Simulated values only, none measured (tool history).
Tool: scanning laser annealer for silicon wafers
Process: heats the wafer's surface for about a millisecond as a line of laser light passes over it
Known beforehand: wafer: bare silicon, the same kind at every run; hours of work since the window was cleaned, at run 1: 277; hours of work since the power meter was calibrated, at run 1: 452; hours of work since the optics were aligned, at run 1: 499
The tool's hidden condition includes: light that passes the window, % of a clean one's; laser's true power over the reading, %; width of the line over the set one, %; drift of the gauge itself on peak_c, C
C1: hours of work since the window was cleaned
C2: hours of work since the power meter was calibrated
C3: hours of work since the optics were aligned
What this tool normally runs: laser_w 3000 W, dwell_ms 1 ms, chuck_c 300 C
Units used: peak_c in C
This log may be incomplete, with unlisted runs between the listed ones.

{"run": 1, "hour": 0.0, "laser_w": 3000, "dwell_ms": 1, "chuck_c": 300, "C1": 277, "C2": 452, "C3": 499, "peak_c": 1095}
{"run": 2, "hour": 19.5, "laser_w": 3000, "dwell_ms": 1, "chuck_c": 300, "C1": 290, "C2": 465, "C3": 513, "peak_c": 1091}
{"run": 3, "hour": 36.2, "laser_w": 3000, "dwell_ms": 1, "chuck_c": 300, "C1": 301, "C2": 476, "C3": 524, "peak_c": 1088}
{"run": 4, "hour": 56.1, "laser_w": 3000, "dwell_ms": 1, "chuck_c": 300, "C1": 315, "C2": 490, "C3": 537, "peak_c": 1088}
{"run": 5, "hour": 89.9, "laser_w": 3000, "dwell_ms": 1, "chuck_c": 300, "C1": 338, "C2": 513, "C3": 560, "peak_c": 1085}
{"run": 6, "hour": 119.6, "laser_w": 3000, "dwell_ms": 1, "chuck_c": 300, "C1": 358, "C2": 533, "C3": 581, "peak_c": 1084}
{"run": 7, "hour": 144.1, "laser_w": 3000, "dwell_ms": 0.74, "chuck_c": 300, "C1": 374, "C2": 549, "C3": 597, "peak_c": 960}
{"run": 8, "hour": 176.2, "laser_w": 3000, "dwell_ms": 0.74, "chuck_c": 300, "C1": 396, "C2": 571, "C3": 619, "peak_c": 957}
{"run": 9, "hour": 204.7, "laser_w": 2700, "dwell_ms": 1, "chuck_c": 300, "C1": 415, "C2": 591, "C3": 638, "peak_c": 985}
{"run": 10, "hour": 228.9, "laser_w": 2700, "dwell_ms": 1, "chuck_c": 300, "C1": 432, "C2": 607, "C3": 655, "peak_c": 987}
{"run": 11, "hour": 252.1, "laser_w": 3000, "dwell_ms": 1, "chuck_c": 300, "C1": 448, "C2": 623, "C3": 671, "peak_c": 1079}
{"run": 12, "hour": 279.4, "laser_w": 3000, "dwell_ms": 1, "chuck_c": 281, "C1": 466, "C2": 641, "C3": 689, "peak_c": 1056}
{"run": 13, "hour": 299.5, "laser_w": 3000, "dwell_ms": 1, "chuck_c": 281, "C1": 480, "C2": 655, "C3": 703, "peak_c": 1055}
{"run": 14, "hour": 338.6, "laser_w": 3000, "dwell_ms": 0.87, "chuck_c": 281, "C1": 506, "C2": 681, "C3": 729, "peak_c": 996}
{"hour": 346.3, "done": "optics aligned, line set to its width"}
{"run": 15, "hour": 372.4, "laser_w": 3000, "dwell_ms": 1.09, "chuck_c": 281, "C1": 526, "C2": 701, "C3": 18, "peak_c": 1086}
{"run": 16, "hour": 396.8, "laser_w": 3000, "dwell_ms": 1.09, "chuck_c": 281, "C1": 543, "C2": 718, "C3": 34, "peak_c": 1083}
{"run": 17, "hour": 429.1, "laser_w": 3000, "dwell_ms": 1.09, "chuck_c": 281, "C1": 564, "C2": 740, "C3": 56, "peak_c": 1081}
{"run": 18, "hour": 454.6, "laser_w": 3000, "dwell_ms": 1.09, "chuck_c": 281, "C1": 582, "C2": 757, "C3": 74, "peak_c": 1079}
{"run": 19, "hour": 474.4, "laser_w": 3000, "dwell_ms": 0.88, "chuck_c": 293, "C1": 595, "C2": 770, "C3": 87, "peak_c": 996}
{"run": 20, "hour": 512.5, "laser_w": 3000, "dwell_ms": 0.88, "chuck_c": 293, "C1": 621, "C2": 796, "C3": 113, "peak_c": 997}

For run 21, what comes out?
{"run": 21, "hour": 542.2, "laser_w": 3000, "dwell_ms": 0.88, "chuck_c": 293, "C1": 641, "C2": 816, "C3": 133, "peak_c": "?"}

peak_c: 994 C
The same run, on a tool lacking any hidden state, would have yielded peak_c 1050 C.

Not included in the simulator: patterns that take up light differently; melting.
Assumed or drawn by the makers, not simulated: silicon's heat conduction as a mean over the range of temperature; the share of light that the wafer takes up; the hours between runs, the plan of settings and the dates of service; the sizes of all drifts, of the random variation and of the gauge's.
